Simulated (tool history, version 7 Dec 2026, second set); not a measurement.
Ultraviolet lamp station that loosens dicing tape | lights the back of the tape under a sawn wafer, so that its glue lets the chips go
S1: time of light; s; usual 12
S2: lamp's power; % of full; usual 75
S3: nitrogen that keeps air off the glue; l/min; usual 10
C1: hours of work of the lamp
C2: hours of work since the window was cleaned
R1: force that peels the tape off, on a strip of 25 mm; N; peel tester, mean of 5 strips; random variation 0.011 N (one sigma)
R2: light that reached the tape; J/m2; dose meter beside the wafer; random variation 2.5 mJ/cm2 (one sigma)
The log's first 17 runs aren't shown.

{"run": 18, "hour": 678.5, "S1": 12, "S2": 65, "S3": 10, "C1": 490, "C2": 243, "R1": 0.902, "R2": 1820}
{"run": 19, "hour": 703.9, "S1": 12, "S2": 65, "S3": 10, "C1": 505, "C2": 258, "R1": 0.854, "R2": 1820}
{"run": 20, "hour": 741.5, "S1": 12, "S2": 65, "S3": 10, "C1": 527, "C2": 280, "R1": 0.932, "R2": 1770}
{"run": 21, "hour": 790.9, "S1": 12, "S2": 65, "S3": 10, "C1": 557, "C2": 310, "R1": 0.943, "R2": 1770}
{"hour": 811.7, "done": "window cleaned of glue's vapour"}
{"run": 22, "hour": 835.8, "S1": 21, "S2": 73, "S3": 10, "C1": 583, "C2": 14, "R1": 0.362, "R2": 3610}
{"run": 23, "hour": 877.5, "S1": 8, "S2": 93, "S3": 5, "C1": 608, "C2": 39, "R1": 1.115, "R2": 1710}
{"run": 24, "hour": 902.8, "S1": 9, "S2": 75, "S3": 10, "C1": 623, "C2": 54, "R1": 1.051, "R2": 1530}
{"run": 25, "hour": 936.6, "S1": 12, "S2": 78, "S3": 17, "C1": 643, "C2": 74, "R1": 0.662, "R2": 2090}
{"run": 26, "hour": 996.0, "S1": 12, "S2": 78, "S3": 17, "C1": 678, "C2": 109, "R1": 0.696, "R2": 2030}
{"run": 27, "hour": 1033.0, "S1": 7, "S2": 98, "S3": 10, "C1": 700, "C2": 131, "R1": 1.118, "R2": 1450}
{"run": 28, "hour": 1068.9, "S1": 7, "S2": 62, "S3": 11, "C1": 721, "C2": 152, "R1": 1.64, "R2": 900}
{"run": 29, "hour": 1126.6, "S1": 7, "S2": 62, "S3": 11, "C1": 755, "C2": 187, "R1": 1.661, "R2": 840}
{"run": 30, "hour": 1187.4, "S1": 6, "S2": 62, "S3": 18, "C1": 791, "C2": 223, "R1": 1.798, "R2": 750}
{"run": 31, "hour": 1213.7, "S1": 17, "S2": 90, "S3": 15, "C1": 807, "C2": 238, "R1": 0.439, "R2": 2970}
{"run": 32, "hour": 1274.4, "S1": 23, "S2": 62, "S3": 6, "C1": 843, "C2": 274, "R1": 0.652, "R2": 2680}
{"run": 33, "hour": 1329.3, "S1": 12, "S2": 64, "S3": 7, "C1": 876, "C2": 307, "R1": 1.245, "R2": 1410}
{"hour": 1357.5, "done": "window cleaned of glue's vapour"}
{"run": 34, "hour": 1357.5, "S1": 8, "S2": 85, "S3": 10, "C1": 892, "C2": 0, "R1": 1.219, "R2": 1330}
{"run": 35, "hour": 1383.8, "S1": 8, "S2": 85, "S3": 10, "C1": 908, "C2": 16, "R1": 1.302, "R2": 1280}
{"run": 36, "hour": 1431.6, "S1": 21, "S2": 62, "S3": 12, "C1": 936, "C2": 44, "R1": 0.593, "R2": 2350}
{"run": 37, "hour": 1493.8, "S1": 21, "S2": 62, "S3": 12, "C1": 973, "C2": 81, "R1": 0.631, "R2": 2280}
{"run": 38, "hour": 1552.1, "S1": 10, "S2": 73, "S3": 6, "C1": 1007, "C2": 115, "R1": 1.413, "R2": 1240}
{"run": 39, "hour": 1579.7, "S1": 18, "S2": 67, "S3": 3, "C1": 1024, "C2": 132, "R1": 1.055, "R2": 2010}
{"run": 40, "hour": 1631.9, "S1": 18, "S2": 67, "S3": 3, "C1": 1055, "C2": 163, "R1": 1.082, "R2": 1970}
{"hour": 1654.8, "done": "lamp changed"}
{"run": 41, "hour": 1661.2, "S1": 18, "S2": 67, "S3": 3, "C1": 4, "C2": 179, "R1": 0.528, "R2": 3640}
{"run": 42, "hour": 1686.4, "S1": 12, "S2": 75, "S3": 5, "C1": 19, "C2": 194, "R1": 0.656, "R2": 2720}

5 ways to go on from here, each from the tool as it stands after run 42. What would each give?
{"run": "A", "hour": 1723.3, "S1": 6, "S2": 75, "S3": 7, "C1": 41, "C2": 216, "R1": "?", "R2": "?"}
{"run": "B", "hour": 1723.3, "S1": 7, "S2": 66, "S3": 10, "C1": 41, "C2": 216, "R1": "?", "R2": "?"}
{"run": "C", "hour": 1723.3, "S1": 15, "S2": 72, "S3": 10, "C1": 41, "C2": 216, "R1": "?", "R2": "?"}
{"run": "D", "hour": 1723.3, "S1": 9, "S2": 77, "S3": 5, "C1": 41, "C2": 216, "R1": "?", "R2": "?"}
{"run": "E", "hour": 1723.3, "S1": 7, "S2": 75, "S3": 10, "C1": 41, "C2": 216, "R1": "?", "R2": "?"}

run=A R1=1.286 R2=1350
run=B R1=1.173 R2=1360
run=C R1=0.406 R2=3230
run=D R1=0.946 R2=2020
run=E R1=1.068 R2=1590
Without the tool's hidden state the same runs would have given:
run=A R1=1.197 R2=1470
run=B R1=1.086 R2=1480
run=C R1=0.362 R2=3500
run=D R1=0.863 R2=2200
run=E R1=0.981 R2=1720

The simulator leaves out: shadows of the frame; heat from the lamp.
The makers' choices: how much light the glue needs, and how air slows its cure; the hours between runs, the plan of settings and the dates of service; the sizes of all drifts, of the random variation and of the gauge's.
